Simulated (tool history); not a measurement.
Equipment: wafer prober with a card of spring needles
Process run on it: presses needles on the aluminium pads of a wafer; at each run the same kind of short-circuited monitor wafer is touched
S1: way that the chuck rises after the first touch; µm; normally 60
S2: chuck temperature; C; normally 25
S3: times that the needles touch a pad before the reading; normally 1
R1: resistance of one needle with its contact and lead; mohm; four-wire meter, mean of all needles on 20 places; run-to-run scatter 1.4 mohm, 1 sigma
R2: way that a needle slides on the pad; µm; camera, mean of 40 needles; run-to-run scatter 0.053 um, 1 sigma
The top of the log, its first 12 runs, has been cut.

| run | hour | S1 | S2 | S3 | R1 | R2 |
|---|---|---|---|---|---|---|
|  | 206.1 | tips cleaned on abrasive film |
| 13 | 211.2 | 40 | 25 | 1 | 161 | 9.09 |
| 14 | 221.1 | 60 | 25 | 1 | 170 | 13.83 |
|  | 223.3 | tips cleaned on abrasive film |
|  | 239.7 | tips cleaned on abrasive film |
| 15 | 239.7 | 60 | 25 | 1 | 131 | 13.83 |
|  | 255.9 | tips cleaned on abrasive film |
| 16 | 258.9 | 60 | 25 | 1 | 141 | 13.85 |
|  | 272.4 | tips cleaned on abrasive film |
| 17 | 278.0 | 60 | 66 | 3 | 142 | 13.78 |
|  | 290.2 | tips cleaned on abrasive film |
| 18 | 293.3 | 60 | 66 | 3 | 137 | 13.82 |
| 19 | 303.5 | 60 | 66 | 3 | 150 | 13.76 |
|  | 307.8 | tips cleaned on abrasive film |
| 20 | 319.5 | 60 | 67 | 3 | 146 | 13.82 |
|  | 324.6 | tips cleaned on abrasive film |
| 21 | 336.0 | 69 | 72 | 1 | 162 | 15.87 |
|  | 341.4 | tips cleaned on abrasive film |
| 22 | 351.4 | 60 | 25 | 2 | 144 | 13.73 |
|  | 359.3 | tips cleaned on abrasive film |
| 23 | 369.4 | 76 | 97 | 2 | 152 | 17.53 |
|  | 375.7 | tips cleaned on abrasive film |
| 24 | 386.0 | 42 | 82 | 2 | 165 | 9.36 |

For run 25, what comes out?
|  | 393.3 | tips cleaned on abrasive film |
| 25 | 396.2 | 56 | 25 | 2 | ? | ? |

{"run 25": {"R1": 138, "R2": 12.69}}
On a tool with no hidden condition, and with the same random variation, this run would have come out at R1 130 mohm, R2 13.35 µm.
